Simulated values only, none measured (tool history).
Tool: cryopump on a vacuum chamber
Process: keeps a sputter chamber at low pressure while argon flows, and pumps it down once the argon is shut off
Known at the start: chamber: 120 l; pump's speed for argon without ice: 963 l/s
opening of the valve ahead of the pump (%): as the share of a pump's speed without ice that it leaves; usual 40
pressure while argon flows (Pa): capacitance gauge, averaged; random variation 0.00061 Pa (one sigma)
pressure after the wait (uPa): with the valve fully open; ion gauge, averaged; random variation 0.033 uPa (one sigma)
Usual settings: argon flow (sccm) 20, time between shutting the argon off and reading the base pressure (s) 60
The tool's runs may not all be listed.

run	hour	argon flow (sccm)	time between shutting the argon off and reading the base pressure (s)	opening of the valve ahead of the pump (%)	pressure while argon flows (Pa)	pressure after the wait (uPa)
1	0	20	60	40	0.0889	2.02
2	22.3	24	60	40	0.1074	2.04
3	48.9	24	60	40	0.1079	2.07
4	86.6	24	60	40	0.1085	2.03
5	113.4	20	60	40	0.0891	2.07
6	137.7	20	60	40	0.0893	2.1
7	165.6	20	26	40	0.0915	3.98
8	196	20	26	40	0.09	4
9	220.2	20	26	40	0.0905	4.06
10	252.2	20	60	40	0.0896	2.15
11	276.5	20	60	40	0.0911	2.1
12	321.8	9	60	40	0.0413	2.09
13	368.3	30	60	40	0.1361	2.19
14	392.2	30	60	40	0.1364	2.17
15	438.5	30	60	35	0.1568	2.26
16	460	30	60	35	0.1573	2.22
17	496.4	17	157	40	0.0764	1.34
18	542.2	17	157	40	0.0785	1.35
19	561.8	17	157	40	0.0787	1.36
20	589.9	29	68	28	0.1875	2.13
21	610.6	13	67	27	0.0876	2.21
22	646.6	20	91	40	0.0922	1.85
23	683	20	91	40	0.0925	1.83
24	726.4	37	103	40	0.1726	1.77
25	774.3	17	239	17	0.1801	1.32
26	803.5	20	289	40	0.093	1.28
27	827.9	12	56	17	0.1277	2.47
28	860.7	20	22	48	0.0795	4.92
29	893.4	24	46	40	0.1135	2.93
30	928.6	24	39	22	0.1984	3.26
31	954.8	34	22	59	0.1115	4.98
32	1001.4	22	157	18	0.2212	1.65

3 ways to go on from here, each from the tool as it stands after run 32. What would each give?
A	1045	22	157	53	?	?
B	1045	28	21	18	?	?
C	1045	37	115	40	?	?

run	pressure while argon flows (Pa)	pressure after the wait (uPa)
A	0.0802	1.61
B	0.2846	5.17
C	0.1763	1.84
Without the tool's hidden state the same runs would have given:
run	pressure while argon flows (Pa)	pressure after the wait (uPa)
A	0.0723	0.82
B	0.2744	4.38
C	0.1628	1.06
